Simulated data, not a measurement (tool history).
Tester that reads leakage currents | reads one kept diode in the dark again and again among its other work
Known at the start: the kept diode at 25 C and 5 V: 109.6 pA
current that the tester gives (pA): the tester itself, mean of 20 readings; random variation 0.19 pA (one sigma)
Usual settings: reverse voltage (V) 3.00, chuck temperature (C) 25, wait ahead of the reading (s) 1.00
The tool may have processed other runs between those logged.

| run | day | reverse voltage (V) | chuck temperature (C) | wait ahead of the reading (s) | current that the tester gives (pA) |
|---|---|---|---|---|---|
| 1 | 0.000 | 3.00 | 25 | 1.00 | 84.32 |
| 2 | 1.600 | 3.00 | 25 | 1.00 | 84.22 |
| 3 | 2.933 | 3.00 | 25 | 1.00 | 84.14 |
| 4 | 4.488 | 3.00 | 25 | 1.00 | 84.35 |
| 5 | 6.233 | 3.00 | 25 | 1.00 | 84.48 |
| 6 | 8.554 | 3.00 | 25 | 1.00 | 84.48 |
| 7 | 9.683 | 3.00 | 25 | 1.00 | 84.27 |
| 8 | 10.721 | 3.00 | 29 | 1.00 | 111.47 |
| 9 | 12.042 | 3.00 | 29 | 1.00 | 111.65 |
| 10 | 14.321 | 3.00 | 44 | 1.00 | 301.98 |
| 11 | 16.071 | 3.00 | 44 | 4.34 | 300.98 |
| 12 | 18.004 | 4.26 | 44 | 4.34 | 356.25 |
| 13 | 20.104 | 4.26 | 44 | 4.34 | 356.34 |
| 14 | 21.221 | 4.26 | 44 | 2.22 | 356.02 |
| 15 | 22.675 | 1.04 | 44 | 2.34 | 179.16 |
| 16 | 24.771 | 14.23 | 24 | 1.08 | 169.73 |
| 17 | 26.933 | 1.93 | 39 | 0.64 | 175.38 |
| 18 | 28.317 | 1.93 | 39 | 0.64 | 175.58 |
| 19 | 29.758 | 1.93 | 39 | 0.64 | 175.63 |

Each row is a separate what-if for the run after 19, all from the same tool condition, not one after another. Results?
| A | 31.846 | 15.90 | 25 | 1.00 | ? |
| B | 31.846 | 3.60 | 25 | 1.00 | ? |
| C | 31.846 | 1.72 | 41 | 8.60 | ? |

| run | current that the tester gives (pA) |
|---|---|
| A | 193.08 |
| B | 91.94 |
| C | 188.16 |
With the hidden condition removed and each run's random variation left untouched, the same runs would have given:
| run | current that the tester gives (pA) |
|---|---|
| A | 197.30 |
| B | 94.77 |
| C | 194.42 |
